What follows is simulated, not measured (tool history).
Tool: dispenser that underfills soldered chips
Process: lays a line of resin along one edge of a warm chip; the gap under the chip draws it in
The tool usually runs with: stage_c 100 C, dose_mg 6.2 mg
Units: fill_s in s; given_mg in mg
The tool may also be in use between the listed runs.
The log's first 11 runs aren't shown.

run   hour  stage_c  dose_mg  hours of work since the syringe was changed  hours of work since the valve was cleaned  hours of work since the stage was calibrated  fill_s  given_mg
      76.6  -- new syringe of resin
 12   81.6      111      6.2                                            3                                         54                                           334    69.5      5.87
      86.9  -- new syringe of resin
 13   90.7      111      6.2                                            3                                         60                                           340    66.1      5.85
        97  -- new syringe of resin
 14  101.3      100      6.2                                            3                                         67                                           346    95.6      5.79
     106.9  -- new syringe of resin
 15  108.7      100      6.2                                            1                                         71                                           351    85.5      5.78
     116.9  -- new syringe of resin
 16  118.4      100      6.2                                            1                                         77                                           357    84.4      5.74
 17    123      100      6.2                                            4                                         80                                           360   100.4       5.7
     126.6  -- new syringe of resin
 18  127.9      100     5.52                                            1                                         83                                           363    86.6       5.1
     136.4  -- new syringe of resin
 19  136.4      100     5.74                                            0                                         89                                           369    79.5      5.27
       143  -- dispensing valve cleaned and set on the balance
 20  145.5      100     5.74                                            5                                          2                                           374   108.9      5.75
     147.7  -- new syringe of resin
 21  153.4      100     5.74                                            4                                          7                                           379   101.3      5.73
     157.8  -- new syringe of resin
 22  162.5      100     5.74                                            3                                         12                                           385    94.6       5.7
     167.6  -- new syringe of resin
 23    171      111     7.15                                            2                                         18                                           390    64.9      6.99
     177.5  -- new syringe of resin
 24  180.7      109     7.43                                            2                                         24                                           396    66.7      7.27
     187.6  -- new syringe of resin
 25  191.8      101      6.7                                            3                                         31                                           403    89.8      6.46
     197.5  -- new syringe of resin
 26  200.2      101      6.7                                            2                                         36                                           409    84.1      6.47
       208  -- new syringe of resin
 27    208      103     5.97                                            0                                         41                                           414    70.6      5.68
 28  214.9      103     6.88                                            5                                         46                                           418    92.6      6.58
     217.9  -- new syringe of resin
 29    225       94     6.72                                            5                                         52                                           425   127.2      6.38
     227.8  -- new syringe of resin
 30  231.5       95     5.39                                            2                                         56                                           429   107.7      5.08

Expected results for the next run?
     237.9  -- new syringe of resin
 31  239.3       95     5.39                                            1                                         61                                           434       ?         ?

Run 31 came out at fill_s 95.8 s, given_mg 5.1 mg.
With no hidden state in the tool, this same run would have given fill_s 95.7 s, given_mg 5.43 mg.
